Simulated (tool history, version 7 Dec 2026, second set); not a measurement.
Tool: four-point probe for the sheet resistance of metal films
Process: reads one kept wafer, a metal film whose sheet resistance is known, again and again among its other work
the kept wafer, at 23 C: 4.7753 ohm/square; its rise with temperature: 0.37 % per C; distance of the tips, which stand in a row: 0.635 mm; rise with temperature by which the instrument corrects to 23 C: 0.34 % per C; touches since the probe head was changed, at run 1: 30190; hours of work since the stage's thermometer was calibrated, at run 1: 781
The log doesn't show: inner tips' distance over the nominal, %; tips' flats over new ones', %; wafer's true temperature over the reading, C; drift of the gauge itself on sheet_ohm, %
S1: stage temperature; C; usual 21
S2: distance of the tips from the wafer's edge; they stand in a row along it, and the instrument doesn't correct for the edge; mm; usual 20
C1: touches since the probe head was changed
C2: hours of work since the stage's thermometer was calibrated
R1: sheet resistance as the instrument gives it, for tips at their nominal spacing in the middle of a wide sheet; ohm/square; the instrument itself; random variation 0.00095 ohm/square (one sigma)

run     day  S1  S2     C1    C2        R1
  1   0.000  21  20  30190   781  4.755984
  2   3.421  21  20  32611   836  4.757430
  3   7.146  21  20  35245   895  4.758020
  4  11.238  21  20  38141   961  4.758513
  5  14.683  21  20  40579  1016  4.759288
  6  18.000  19  20  42924  1069  4.756108
  7  22.288  19  20  45958  1137  4.756438
  8  27.146  19  20  49395  1214  4.758939
  9  30.812  19  20  51990  1273  4.760794
     32.792  -- stage's thermometer calibrated
 10  32.975  19  20  53506     3  4.768935
 11  37.912  19  20  56998    82  4.770579
 12  41.029  19  20  59203   131  4.770831
 13  45.067  32  20  62060   196  4.789319
 14  48.800  21  11  64703   255  4.781143
 15  52.538  22  22  67345   315  4.775721
 16  55.738  22  48  69610   366  4.774315
 17  58.167  22  48  71329   405  4.776783
 18  63.054  25  70  74785   483  4.780198

Forecast run 19:
 19  66.104  25  70  76946  531   ?

{"run 19": {"R1": 4.781902}}
Without the tool's hidden state the same run would have given R1 4.778631 ohm/square.
